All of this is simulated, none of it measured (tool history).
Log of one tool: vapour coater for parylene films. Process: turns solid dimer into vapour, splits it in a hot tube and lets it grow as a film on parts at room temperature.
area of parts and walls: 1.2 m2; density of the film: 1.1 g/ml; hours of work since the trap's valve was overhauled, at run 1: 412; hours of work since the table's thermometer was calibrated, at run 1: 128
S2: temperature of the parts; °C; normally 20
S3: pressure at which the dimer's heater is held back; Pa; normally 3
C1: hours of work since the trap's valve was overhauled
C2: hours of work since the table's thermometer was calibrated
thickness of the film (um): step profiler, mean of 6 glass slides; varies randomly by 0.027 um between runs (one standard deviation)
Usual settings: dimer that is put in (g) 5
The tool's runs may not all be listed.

Run 1, hour 0: usual settings; C1 412; C2 128. Result: thickness of the film (um) 2.05.
Run 2, hour 24.4: usual settings but dimer that is put in (g) 7; C1 427; C2 143. Result: thickness of the film (um) 2.85.
Run 3, hour 52.7: usual settings but dimer that is put in (g) 7; C1 444; C2 160. Result: thickness of the film (um) 2.78.
Run 4, hour 87.5: usual settings but dimer that is put in (g) 7; C1 464; C2 180. Result: thickness of the film (um) 2.78.
Run 5, hour 120.1: usual settings but dimer that is put in (g) 7; C1 484; C2 200. Result: thickness of the film (um) 2.78.
Run 6, hour 151.4: usual settings but dimer that is put in (g) 7; C1 502; C2 218. Result: thickness of the film (um) 2.84.
Run 7, hour 171.9: usual settings but dimer that is put in (g) 7, S2 14 °C; C1 514; C2 230. Result: thickness of the film (um) 3.36.
Run 8, hour 188.3: usual settings; C1 524; C2 240. Result: thickness of the film (um) 1.95.
Run 9, hour 214.7: usual settings; C1 540; C2 256. Result: thickness of the film (um) 1.96.
Run 10, hour 254.1: usual settings; C1 563; C2 279. Result: thickness of the film (um) 1.96.
Run 11, hour 270.8: usual settings; C1 573; C2 289. Result: thickness of the film (um) 1.97.
Run 12, hour 305.2: usual settings; C1 593; C2 309. Result: thickness of the film (um) 1.93.
Run 13, hour 335.3: usual settings; C1 611; C2 327. Result: thickness of the film (um) 1.98.
Run 14, hour 353.3: usual settings; C1 622; C2 338. Result: thickness of the film (um) 1.94.
At hour 372.3: trap's valve overhauled.
Run 15, hour 376.2: usual settings but S2 28 °C; C1 2; C2 349. Result: thickness of the film (um) 1.66.
Run 16, hour 393.4: usual settings but S2 28 °C; C1 13; C2 359. Result: thickness of the film (um) 1.68.
Run 17, hour 419.3: usual settings but dimer that is put in (g) 3; C1 28; C2 375. Result: thickness of the film (um) 1.27.
Run 18, hour 453.6: usual settings but dimer that is put in (g) 3; C1 48; C2 395. Result: thickness of the film (um) 1.28.
Run 19, hour 484.6: usual settings but dimer that is put in (g) 7; C1 67; C2 414. Result: thickness of the film (um) 2.91.
Run 20, hour 517.5: usual settings; C1 86; C2 433. Result: thickness of the film (um) 2.11.
Run 21, hour 542.1: usual settings but dimer that is put in (g) 4; C1 101; C2 448. Result: thickness of the film (um) 1.71.
Run 22, hour 565.3: usual settings but S2 27 °C, S3 5.04 Pa; C1 115; C2 461. Result: thickness of the film (um) 1.54.
Run 23, hour 585.5: usual settings but S2 25 °C, S3 2.33 Pa; C1 127; C2 473. Result: thickness of the film (um) 1.91.
Run 24, hour 624.5: usual settings but S3 11.45 Pa; C1 150; C2 497. Result: thickness of the film (um) 1.64.
Run 25, hour 648.5: usual settings but S3 6.74 Pa; C1 164; C2 511. Result: thickness of the film (um) 1.75.
Run 26, hour 674: usual settings but dimer that is put in (g) 3, S3 2.64 Pa; C1 179; C2 526. Result: thickness of the film (um) 1.3.
Run 27, hour 713.7: usual settings but dimer that is put in (g) 3, S3 2.64 Pa; C1 203; C2 550. Result: thickness of the film (um) 1.29.
Run 28, hour 745: usual settings but S3 2.12 Pa; C1 221; C2 568. Result: thickness of the film (um) 2.24.
Run 29, hour 767.2: usual settings but dimer that is put in (g) 2, S3 2.66 Pa; C1 234; C2 581. Result: thickness of the film (um) 0.83.
Run 30, hour 787.8: usual settings but dimer that is put in (g) 9, S2 26 °C, S3 3.01 Pa; C1 247; C2 594. Result: thickness of the film (um) 3.05.
Run 31, hour 825: usual settings but dimer that is put in (g) 9, S2 26 °C, S3 3.01 Pa; C1 269; C2 616. Result: thickness of the film (um) 3.07.
Run 32, hour 864.7: usual settings but dimer that is put in (g) 2, S2 15 °C, S3 2.33 Pa; C1 292; C2 639. Result: thickness of the film (um) 0.98.
Run 33, hour 889.4: usual settings but dimer that is put in (g) 2, S2 23 °C, S3 2.33 Pa; C1 307; C2 654. Result: thickness of the film (um) 0.75.
Run 34, hour 922.1: usual settings but dimer that is put in (g) 8, S2 21 °C, S3 4.42 Pa; C1 326; C2 673. Result: thickness of the film (um) 2.89.
Run 35, hour 961.8: usual settings but dimer that is put in (g) 2, S2 17 °C; C1 350; C2 697. Result: thickness of the film (um) 0.81.
Run 36, hour 990.2: usual settings but dimer that is put in (g) 6, S2 19 °C; C1 367; C2 714. Result: thickness of the film (um) 2.44.
Run 37, hour 1008.1: usual settings but dimer that is put in (g) 6, S2 19 °C; C1 377; C2 724. Result: thickness of the film (um) 2.44.
Run 38, hour 1024.2: usual settings but dimer that is put in (g) 7, S2 31 °C; C1 387; C2 734. Result: thickness of the film (um) 1.99.

Run 39 has not been measured yet. What should we expect?
Run 39, hour 1049.7: usual settings but S2 29 °C, S3 2.5 Pa; C1 402; C2 749. Result: thickness of the film (um) ?.

{"run 39": {"thickness of the film (um)": 1.51}}
Were there no unlogged condition in the tool, this run, its random variation unchanged, would have produced thickness of the film (um) 1.7.
